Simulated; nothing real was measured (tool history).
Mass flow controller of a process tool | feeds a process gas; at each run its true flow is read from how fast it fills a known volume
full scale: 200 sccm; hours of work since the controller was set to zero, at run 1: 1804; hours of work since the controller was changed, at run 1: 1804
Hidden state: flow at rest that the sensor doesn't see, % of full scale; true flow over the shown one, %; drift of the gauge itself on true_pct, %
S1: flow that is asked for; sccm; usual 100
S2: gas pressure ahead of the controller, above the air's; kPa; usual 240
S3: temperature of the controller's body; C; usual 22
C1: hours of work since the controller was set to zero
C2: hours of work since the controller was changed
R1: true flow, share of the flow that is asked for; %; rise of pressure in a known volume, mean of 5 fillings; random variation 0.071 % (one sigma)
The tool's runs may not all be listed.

Run 1, day 0.000: usual settings; C1 1804; C2 1804. Result: R1 99.48 %.
Run 2, day 3.829: usual settings; C1 1839; C2 1839. Result: R1 99.67 %.
Run 3, day 5.667: usual settings; C1 1855; C2 1855. Result: R1 99.76 %.
Run 4, day 9.546: usual settings; C1 1890; C2 1890. Result: R1 99.76 %.
Run 5, day 11.379: usual settings; C1 1907; C2 1907. Result: R1 99.67 %.
Run 6, day 15.392: usual settings but S1 40 sccm; C1 1943; C2 1943. Result: R1 99.44 %.
Run 7, day 17.821: usual settings but S1 40 sccm; C1 1965; C2 1965. Result: R1 99.53 %.
Run 8, day 21.196: usual settings but S1 40 sccm; C1 1995; C2 1995. Result: R1 99.62 %.
Run 9, day 24.429: usual settings but S1 40 sccm; C1 2025; C2 2025. Result: R1 99.63 %.
Run 10, day 27.596: usual settings but S1 40 sccm; C1 2053; C2 2053. Result: R1 99.63 %.
Run 11, day 29.458: usual settings but S3 20 C; C1 2070; C2 2070. Result: R1 99.58 %.
Run 12, day 33.671: usual settings but S3 20 C; C1 2108; C2 2108. Result: R1 99.65 %.
Run 13, day 37.350: usual settings but S2 189 kPa; C1 2141; C2 2141. Result: R1 99.90 %.
Run 14, day 40.671: usual settings but S3 24 C; C1 2171; C2 2171. Result: R1 99.93 %.
Run 15, day 42.575: usual settings but S2 207 kPa; C1 2188; C2 2188. Result: R1 100.00 %.
Run 16, day 45.867: usual settings but S2 207 kPa; C1 2218; C2 2218. Result: R1 100.00 %.
Run 17, day 48.996: usual settings but S2 207 kPa; C1 2246; C2 2246. Result: R1 99.98 %.
Run 18, day 53.358: usual settings but S1 135 sccm, S3 23 C; C1 2286; C2 2286. Result: R1 100.28 %.
Run 19, day 56.708: usual settings but S1 155 sccm, S2 232 kPa, S3 23 C; C1 2316; C2 2316. Result: R1 100.29 %.
Run 20, day 60.421: usual settings but S1 26 sccm, S2 232 kPa, S3 25 C; C1 2349; C2 2349. Result: R1 100.16 %.
Run 21, day 63.550: usual settings but S1 27 sccm, S2 166 kPa; C1 2378; C2 2378. Result: R1 99.76 %.
Run 22, day 67.071: usual settings but S1 27 sccm, S2 166 kPa; C1 2409; C2 2409. Result: R1 99.95 %.
Run 23, day 69.200: usual settings but S1 27 sccm, S2 166 kPa; C1 2429; C2 2429. Result: R1 99.91 %.
Run 24, day 72.179: usual settings but S1 27 sccm, S2 166 kPa; C1 2456; C2 2456. Result: R1 99.86 %.
Run 25, day 75.538: usual settings but S1 40 sccm, S2 209 kPa, S3 28 C; C1 2486; C2 2486. Result: R1 100.45 %.
Run 26, day 77.450: usual settings but S1 65 sccm, S2 224 kPa; C1 2503; C2 2503. Result: R1 100.12 %.
Run 27, day 80.025: usual settings but S1 65 sccm, S2 224 kPa; C1 2526; C2 2526. Result: R1 100.17 %.
Run 28, day 82.538: usual settings but S1 65 sccm, S2 224 kPa; C1 2549; C2 2549. Result: R1 100.19 %.
Run 29, day 86.812: usual settings but S2 236 kPa, S3 36 C; C1 2588; C2 2588. Result: R1 101.17 %.
At day 87.579: gauge calibrated.
Run 30, day 90.162: usual settings but S1 89 sccm, S2 160 kPa; C1 2618; C2 2618. Result: R1 99.42 %.
Run 31, day 92.154: usual settings but S1 89 sccm, S2 160 kPa; C1 2636; C2 2636. Result: R1 99.41 %.
Run 32, day 94.029: usual settings but S1 93 sccm, S2 265 kPa; C1 2653; C2 2653. Result: R1 99.73 %.
Run 33, day 98.425: usual settings but S1 59 sccm, S2 198 kPa, S3 31 C; C1 2692; C2 2692. Result: R1 99.97 %.
Run 34, day 101.342: usual settings but S1 63 sccm, S2 271 kPa; C1 2719; C2 2719. Result: R1 99.59 %.

Hidden state at the last listed run before each entry between runs and at the first one after, where it differs:
Between runs 29 and 30: gauge calibrated (day 87.579)
  drift of the gauge itself on true_pct, %: 0.77 -> 0.02
  measured less the result without the state, R1: +0.78 -> +0.03 %
